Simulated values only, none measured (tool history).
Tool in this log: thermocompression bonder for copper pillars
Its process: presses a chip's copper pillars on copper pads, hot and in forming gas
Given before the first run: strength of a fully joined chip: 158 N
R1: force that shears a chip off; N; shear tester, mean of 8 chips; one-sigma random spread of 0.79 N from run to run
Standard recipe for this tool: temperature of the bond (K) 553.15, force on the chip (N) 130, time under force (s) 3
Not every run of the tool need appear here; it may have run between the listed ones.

Run 1, day 0.000: usual settings. Result: R1 110.9 N.
Run 2, day 1.046: usual settings but time under force (s) 8. Result: R1 136.8 N.
Run 3, day 2.108: usual settings but time under force (s) 8. Result: R1 136.8 N.
Run 4, day 2.842: usual settings but time under force (s) 8. Result: R1 135.3 N.
Run 5, day 3.496: usual settings. Result: R1 113.2 N.
Run 6, day 4.242: usual settings. Result: R1 111.9 N.
Run 7, day 5.000: usual settings but force on the chip (N) 95. Result: R1 93.6 N.
Run 8, day 5.821: usual settings but force on the chip (N) 95. Result: R1 93.1 N.
Run 9, day 6.775: usual settings but force on the chip (N) 95. Result: R1 92.3 N.
At day 7.525: heater calibrated with a thermocouple chip.
Run 10, day 7.525: usual settings but force on the chip (N) 95. Result: R1 85.9 N.
Run 11, day 8.279: usual settings. Result: R1 103.4 N.
Run 12, day 9.479: usual settings. Result: R1 104.1 N.
Run 13, day 10.025: usual settings but temperature of the bond (K) 582.15, force on the chip (N) 135. Result: R1 133.6 N.
Run 14, day 10.746: usual settings but temperature of the bond (K) 582.15, force on the chip (N) 135. Result: R1 134.3 N.
Run 15, day 11.508: usual settings but temperature of the bond (K) 582.15, force on the chip (N) 135, time under force (s) 2. Result: R1 123.1 N.
Run 16, day 12.179: usual settings but temperature of the bond (K) 547.15, force on the chip (N) 158, time under force (s) 6. Result: R1 126.5 N.
Run 17, day 13.271: usual settings but temperature of the bond (K) 546.15, force on the chip (N) 155, time under force (s) 2. Result: R1 95.3 N.
Run 18, day 14.254: usual settings but force on the chip (N) 134. Result: R1 105.5 N.
Run 19, day 14.988: usual settings but temperature of the bond (K) 547.15, time under force (s) 2. Result: R1 85.3 N.
Run 20, day 15.829: usual settings but temperature of the bond (K) 544.15, time under force (s) 5. Result: R1 109.6 N.
Run 21, day 16.717: usual settings but force on the chip (N) 186, time under force (s) 2. Result: R1 114.6 N.

Run 22, settings as shown, results not yet in. Your forecast:
Run 22, day 17.821: usual settings but temperature of the bond (K) 542.15, time under force (s) 9. Result: R1 ?.

Run 22 measured R1 121.4 N.
With the hidden condition absent and the run-to-run variation left alone, this run would have shown R1 122.1 N.
